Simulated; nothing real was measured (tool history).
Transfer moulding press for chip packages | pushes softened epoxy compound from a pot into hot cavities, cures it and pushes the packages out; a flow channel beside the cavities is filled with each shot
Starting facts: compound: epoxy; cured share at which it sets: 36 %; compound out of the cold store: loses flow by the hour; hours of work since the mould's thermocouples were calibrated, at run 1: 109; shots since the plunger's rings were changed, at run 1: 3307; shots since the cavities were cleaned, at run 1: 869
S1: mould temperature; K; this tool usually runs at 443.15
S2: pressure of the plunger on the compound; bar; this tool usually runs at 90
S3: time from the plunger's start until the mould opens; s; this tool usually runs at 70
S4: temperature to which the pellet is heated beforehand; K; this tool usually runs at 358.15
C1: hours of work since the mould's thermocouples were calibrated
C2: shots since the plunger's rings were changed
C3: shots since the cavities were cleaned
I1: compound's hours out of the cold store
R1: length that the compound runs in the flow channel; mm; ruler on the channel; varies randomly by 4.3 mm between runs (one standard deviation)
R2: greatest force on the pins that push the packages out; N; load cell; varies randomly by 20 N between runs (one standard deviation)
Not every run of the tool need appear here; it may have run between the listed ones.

run 1 hour=0 | S1=443.15 S2=90 S3=70 S4=358.15 | C1=109 C2=3307 C3=869 | I1=30.4 | R1=655 R2=1977
-- hour=17 cavities cleaned with cleaning compound and waxed
run 2 hour=34.8 | S1=443.15 S2=90 S3=70 S4=358.15 | C1=135 C2=3895 C3=315 | I1=20 | R1=665 R2=1540
run 3 hour=59.3 | S1=443.15 S2=90 S3=70 S4=358.15 | C1=154 C2=4326 C3=746 | I1=22 | R1=665 R2=1876
-- hour=85.8 cavities cleaned with cleaning compound and waxed
run 4 hour=88.7 | S1=443.15 S2=90 S3=70 S4=358.15 | C1=175 C2=4820 C3=51 | I1=41.9 | R1=626 R2=1090
run 5 hour=130.7 | S1=443.15 S2=90 S3=104 S4=358.15 | C1=208 C2=5561 C3=792 | I1=27.5 | R1=637 R2=854
-- hour=153.3 cavities cleaned with cleaning compound and waxed
run 6 hour=161.8 | S1=443.15 S2=90 S3=104 S4=358.15 | C1=231 C2=6083 C3=151 | I1=31.7 | R1=617 R2=583
run 7 hour=181.4 | S1=443.15 S2=90 S3=104 S4=358.15 | C1=247 C2=6429 C3=497 | I1=36 | R1=614 R2=749
-- hour=213.8 plunger's sealing rings changed
run 8 hour=215.2 | S1=443.15 S2=90 S3=70 S4=358.15 | C1=271 C2=24 C3=1048 | I1=12.4 | R1=706 R2=2067
-- hour=222.1 cavities cleaned with cleaning compound and waxed
run 9 hour=259 | S1=443.15 S2=90 S3=70 S4=358.15 | C1=304 C2=771 C3=651 | I1=41.7 | R1=653 R2=1803

For run 10, what comes out?
-- hour=288.9 cavities cleaned with cleaning compound and waxed
run 10 hour=302 | S1=443.15 S2=90 S3=70 S4=362.15 | C1=337 C2=1503 C3=231 | I1=44.1 | R1=? R2=?

{"run 10": {"R1": 652, "R2": 1339}}
Take away the tool's hidden state, keep the run-to-run variation as it was, and the same run would have given R1 664 mm, R2 940 N.
